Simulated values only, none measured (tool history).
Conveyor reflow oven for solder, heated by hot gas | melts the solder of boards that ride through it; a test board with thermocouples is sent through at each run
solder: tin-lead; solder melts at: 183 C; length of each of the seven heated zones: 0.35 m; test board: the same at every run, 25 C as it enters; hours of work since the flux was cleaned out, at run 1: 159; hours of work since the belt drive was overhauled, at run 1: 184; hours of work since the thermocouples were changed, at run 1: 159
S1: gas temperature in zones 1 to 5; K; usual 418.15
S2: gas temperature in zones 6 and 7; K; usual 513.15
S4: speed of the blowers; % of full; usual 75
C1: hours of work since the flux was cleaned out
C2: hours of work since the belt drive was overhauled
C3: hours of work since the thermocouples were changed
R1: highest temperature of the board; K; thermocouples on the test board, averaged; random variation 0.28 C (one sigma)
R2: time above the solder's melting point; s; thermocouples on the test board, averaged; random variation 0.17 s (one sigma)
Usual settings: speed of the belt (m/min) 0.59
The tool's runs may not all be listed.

run 1 hour=0 | S1=418.15 S2=513.15 speed_of_the_belt_(m/min)=0.59 S4=75 | C1=159 C2=184 C3=159 | R1=498.25 R2=61.2
run 2 hour=21.7 | S1=418.15 S2=513.15 speed_of_the_belt_(m/min)=0.59 S4=75 | C1=173 C2=199 C3=173 | R1=498.35 R2=61
run 3 hour=48.6 | S1=418.15 S2=513.15 speed_of_the_belt_(m/min)=0.476 S4=75 | C1=192 C2=217 C3=192 | R1=503.55 R2=79.7
run 4 hour=64.8 | S1=418.15 S2=513.15 speed_of_the_belt_(m/min)=0.59 S4=75 | C1=202 C2=228 C3=202 | R1=498.25 R2=61.4
run 5 hour=87.7 | S1=418.15 S2=513.15 speed_of_the_belt_(m/min)=0.59 S4=75 | C1=218 C2=243 C3=218 | R1=497.75 R2=61.1
run 6 hour=100.8 | S1=418.15 S2=513.15 speed_of_the_belt_(m/min)=0.59 S4=71 | C1=227 C2=252 C3=227 | R1=497.55 R2=60.1
run 7 hour=127.5 | S1=418.15 S2=513.15 speed_of_the_belt_(m/min)=0.59 S4=71 | C1=245 C2=270 C3=245 | R1=497.15 R2=60.6
run 8 hour=152.5 | S1=418.15 S2=513.15 speed_of_the_belt_(m/min)=0.59 S4=71 | C1=262 C2=287 C3=262 | R1=496.85 R2=60.3
run 9 hour=165.4 | S1=418.15 S2=513.15 speed_of_the_belt_(m/min)=0.59 S4=71 | C1=270 C2=295 C3=270 | R1=496.75 R2=60.6
run 10 hour=180.4 | S1=418.15 S2=513.15 speed_of_the_belt_(m/min)=0.59 S4=75 | C1=280 C2=305 C3=280 | R1=497.95 R2=60.9
run 11 hour=202.6 | S1=418.15 S2=513.15 speed_of_the_belt_(m/min)=0.59 S4=75 | C1=295 C2=320 C3=295 | R1=497.65 R2=60.8
run 12 hour=225.8 | S1=418.15 S2=513.15 speed_of_the_belt_(m/min)=0.59 S4=75 | C1=311 C2=336 C3=311 | R1=497.25 R2=60.7
run 13 hour=246.4 | S1=432.15 S2=513.15 speed_of_the_belt_(m/min)=0.59 S4=75 | C1=325 C2=350 C3=325 | R1=499.95 R2=67.8
run 14 hour=267.9 | S1=432.15 S2=513.15 speed_of_the_belt_(m/min)=0.59 S4=75 | C1=339 C2=364 C3=339 | R1=499.85 R2=67.6
run 15 hour=292.8 | S1=418.15 S2=513.15 speed_of_the_belt_(m/min)=0.59 S4=68 | C1=356 C2=381 C3=356 | R1=495.85 R2=59.5
run 16 hour=314.1 | S1=405.15 S2=513.15 speed_of_the_belt_(m/min)=0.59 S4=82 | C1=370 C2=396 C3=370 | R1=496.25 R2=56.1
run 17 hour=326.3 | S1=405.15 S2=513.15 speed_of_the_belt_(m/min)=0.59 S4=82 | C1=379 C2=404 C3=379 | R1=496.35 R2=56
run 18 hour=345.7 | S1=405.15 S2=513.15 speed_of_the_belt_(m/min)=0.59 S4=82 | C1=392 C2=417 C3=392 | R1=495.75 R2=55.9
run 19 hour=362.6 | S1=420.15 S2=513.15 speed_of_the_belt_(m/min)=0.59 S4=75 | C1=403 C2=428 C3=403 | R1=497.35 R2=61.3
run 20 hour=382.6 | S1=418.15 S2=519.15 speed_of_the_belt_(m/min)=0.635 S4=75 | C1=417 C2=442 C3=417 | R1=499.35 R2=57.4
run 21 hour=395.2 | S1=405.15 S2=513.15 speed_of_the_belt_(m/min)=0.59 S4=64 | C1=425 C2=450 C3=425 | R1=492.15 R2=52.5
run 22 hour=407.7 | S1=405.15 S2=513.15 speed_of_the_belt_(m/min)=0.59 S4=64 | C1=433 C2=459 C3=433 | R1=491.75 R2=52.7
-- hour=422.9 flux residue cleaned out of gas plates and filters
run 23 hour=440.1 | S1=405.15 S2=513.15 speed_of_the_belt_(m/min)=0.59 S4=64 | C1=12 C2=477 C3=452 | R1=494.35 R2=54.9
run 24 hour=462.1 | S1=405.15 S2=513.15 speed_of_the_belt_(m/min)=0.59 S4=65 | C1=26 C2=492 C3=467 | R1=494.05 R2=54.9
run 25 hour=486 | S1=405.15 S2=513.15 speed_of_the_belt_(m/min)=0.59 S4=65 | C1=42 C2=508 C3=483 | R1=494.75 R2=55.2
run 26 hour=501.7 | S1=405.15 S2=507.15 speed_of_the_belt_(m/min)=0.59 S4=65 | C1=53 C2=518 C3=493 | R1=489.15 R2=51.4
run 27 hour=528.2 | S1=405.15 S2=507.15 speed_of_the_belt_(m/min)=0.636 S4=65 | C1=71 C2=536 C3=511 | R1=486.55 R2=45.2
run 28 hour=549.9 | S1=405.15 S2=522.15 speed_of_the_belt_(m/min)=0.636 S4=65 | C1=86 C2=551 C3=526 | R1=499.45 R2=53.7
run 29 hour=566.5 | S1=403.15 S2=513.15 speed_of_the_belt_(m/min)=0.59 S4=78 | C1=97 C2=562 C3=537 | R1=497.25 R2=56.1
run 30 hour=579.2 | S1=418.15 S2=504.15 speed_of_the_belt_(m/min)=0.649 S4=75 | C1=105 C2=571 C3=546 | R1=487.45 R2=49.8

5 ways to go on from here, each from the tool as it stands after run 30. What would each give?
run A hour=596.4 | S1=418.15 S2=504.15 speed_of_the_belt_(m/min)=0.497 S4=75 | C1=117 C2=582 C3=557 | R1=? R2=?
run B hour=596.4 | S1=418.15 S2=513.15 speed_of_the_belt_(m/min)=0.532 S4=75 | C1=117 C2=582 C3=557 | R1=? R2=?
run C hour=596.4 | S1=418.15 S2=524.15 speed_of_the_belt_(m/min)=0.64 S4=63 | C1=117 C2=582 C3=557 | R1=? R2=?
run D hour=596.4 | S1=418.15 S2=504.15 speed_of_the_belt_(m/min)=0.649 S4=70 | C1=117 C2=582 C3=557 | R1=? R2=?
run E hour=596.4 | S1=416.15 S2=504.15 speed_of_the_belt_(m/min)=0.59 S4=75 | C1=117 C2=582 C3=557 | R1=? R2=?

run=A R1=494.65 R2=71.8
run=B R1=501.15 R2=70.7
run=C R1=502.35 R2=59
run=D R1=486.55 R2=48.8
run=E R1=490.25 R2=56.2
Without the tool's hidden state the same runs would have given:
run=A R1=495.35 R2=71.3
run=B R1=501.95 R2=70.1
run=C R1=503.15 R2=58.5
run=D R1=487.35 R2=48.7
run=E R1=491.15 R2=55.9
